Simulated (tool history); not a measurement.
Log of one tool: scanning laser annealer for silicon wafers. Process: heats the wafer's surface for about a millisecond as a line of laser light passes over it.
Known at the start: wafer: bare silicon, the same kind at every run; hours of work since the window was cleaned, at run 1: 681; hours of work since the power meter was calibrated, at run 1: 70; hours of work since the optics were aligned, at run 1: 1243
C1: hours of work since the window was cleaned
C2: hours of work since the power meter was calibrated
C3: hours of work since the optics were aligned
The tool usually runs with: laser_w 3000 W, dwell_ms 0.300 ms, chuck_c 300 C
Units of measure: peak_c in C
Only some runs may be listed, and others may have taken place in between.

{"run": 1, "hour": 0.0, "laser_w": 3000, "dwell_ms": 0.3, "chuck_c": 300, "C1": 681, "C2": 70, "C3": 1243, "peak_c": 1001}
{"run": 2, "hour": 3.9, "laser_w": 3000, "dwell_ms": 0.3, "chuck_c": 300, "C1": 683, "C2": 73, "C3": 1246, "peak_c": 1001}
{"run": 3, "hour": 13.2, "laser_w": 3000, "dwell_ms": 0.3, "chuck_c": 300, "C1": 689, "C2": 79, "C3": 1252, "peak_c": 1002}
{"run": 4, "hour": 18.6, "laser_w": 3000, "dwell_ms": 0.3, "chuck_c": 300, "C1": 693, "C2": 82, "C3": 1255, "peak_c": 1002}
{"run": 5, "hour": 23.6, "laser_w": 3000, "dwell_ms": 0.3, "chuck_c": 300, "C1": 696, "C2": 86, "C3": 1259, "peak_c": 1001}
{"run": 6, "hour": 30.1, "laser_w": 3000, "dwell_ms": 0.3, "chuck_c": 300, "C1": 700, "C2": 90, "C3": 1263, "peak_c": 1001}
{"run": 7, "hour": 38.0, "laser_w": 3000, "dwell_ms": 0.3, "chuck_c": 300, "C1": 705, "C2": 95, "C3": 1268, "peak_c": 998}
{"run": 8, "hour": 46.5, "laser_w": 3000, "dwell_ms": 0.3, "chuck_c": 300, "C1": 711, "C2": 101, "C3": 1274, "peak_c": 996}
{"run": 9, "hour": 54.8, "laser_w": 3000, "dwell_ms": 0.3, "chuck_c": 300, "C1": 716, "C2": 106, "C3": 1279, "peak_c": 1001}
{"run": 10, "hour": 59.5, "laser_w": 3096, "dwell_ms": 0.3, "chuck_c": 300, "C1": 719, "C2": 109, "C3": 1282, "peak_c": 1025}
{"run": 11, "hour": 65.4, "laser_w": 3101, "dwell_ms": 0.3, "chuck_c": 300, "C1": 723, "C2": 113, "C3": 1286, "peak_c": 1024}
{"run": 12, "hour": 69.5, "laser_w": 3101, "dwell_ms": 0.3, "chuck_c": 300, "C1": 726, "C2": 116, "C3": 1289, "peak_c": 1025}
{"run": 13, "hour": 75.5, "laser_w": 3000, "dwell_ms": 0.3, "chuck_c": 300, "C1": 730, "C2": 120, "C3": 1293, "peak_c": 1002}
{"run": 14, "hour": 80.1, "laser_w": 3000, "dwell_ms": 0.3, "chuck_c": 300, "C1": 733, "C2": 123, "C3": 1296, "peak_c": 1000}
{"run": 15, "hour": 88.9, "laser_w": 3000, "dwell_ms": 0.3, "chuck_c": 313, "C1": 739, "C2": 128, "C3": 1301, "peak_c": 1013}
{"run": 16, "hour": 97.5, "laser_w": 3000, "dwell_ms": 0.3, "chuck_c": 313, "C1": 744, "C2": 134, "C3": 1307, "peak_c": 1015}
{"run": 17, "hour": 101.7, "laser_w": 2778, "dwell_ms": 0.3, "chuck_c": 300, "C1": 747, "C2": 137, "C3": 1310, "peak_c": 943}
{"run": 18, "hour": 105.8, "laser_w": 2778, "dwell_ms": 0.3, "chuck_c": 300, "C1": 750, "C2": 139, "C3": 1312, "peak_c": 940}
{"run": 19, "hour": 113.4, "laser_w": 2617, "dwell_ms": 0.3, "chuck_c": 300, "C1": 755, "C2": 144, "C3": 1317, "peak_c": 900}
{"run": 20, "hour": 122.5, "laser_w": 3000, "dwell_ms": 0.3, "chuck_c": 300, "C1": 760, "C2": 150, "C3": 1323, "peak_c": 997}
{"run": 21, "hour": 129.9, "laser_w": 3000, "dwell_ms": 0.212, "chuck_c": 278, "C1": 765, "C2": 155, "C3": 1328, "peak_c": 871}
{"run": 22, "hour": 135.3, "laser_w": 3000, "dwell_ms": 0.286, "chuck_c": 300, "C1": 769, "C2": 159, "C3": 1332, "peak_c": 984}
{"run": 23, "hour": 142.8, "laser_w": 3113, "dwell_ms": 0.286, "chuck_c": 286, "C1": 774, "C2": 163, "C3": 1336, "peak_c": 996}
{"run": 24, "hour": 150.3, "laser_w": 3113, "dwell_ms": 0.286, "chuck_c": 286, "C1": 779, "C2": 168, "C3": 1341, "peak_c": 995}

Forecast run 25:
{"run": 25, "hour": 156.6, "laser_w": 3045, "dwell_ms": 0.236, "chuck_c": 266, "C1": 783, "C2": 172, "C3": 1345, "peak_c": "?"}

Run 25 produced peak_c 900 C.
Minus the tool's unlogged condition, the same run would have read peak_c 939 C.
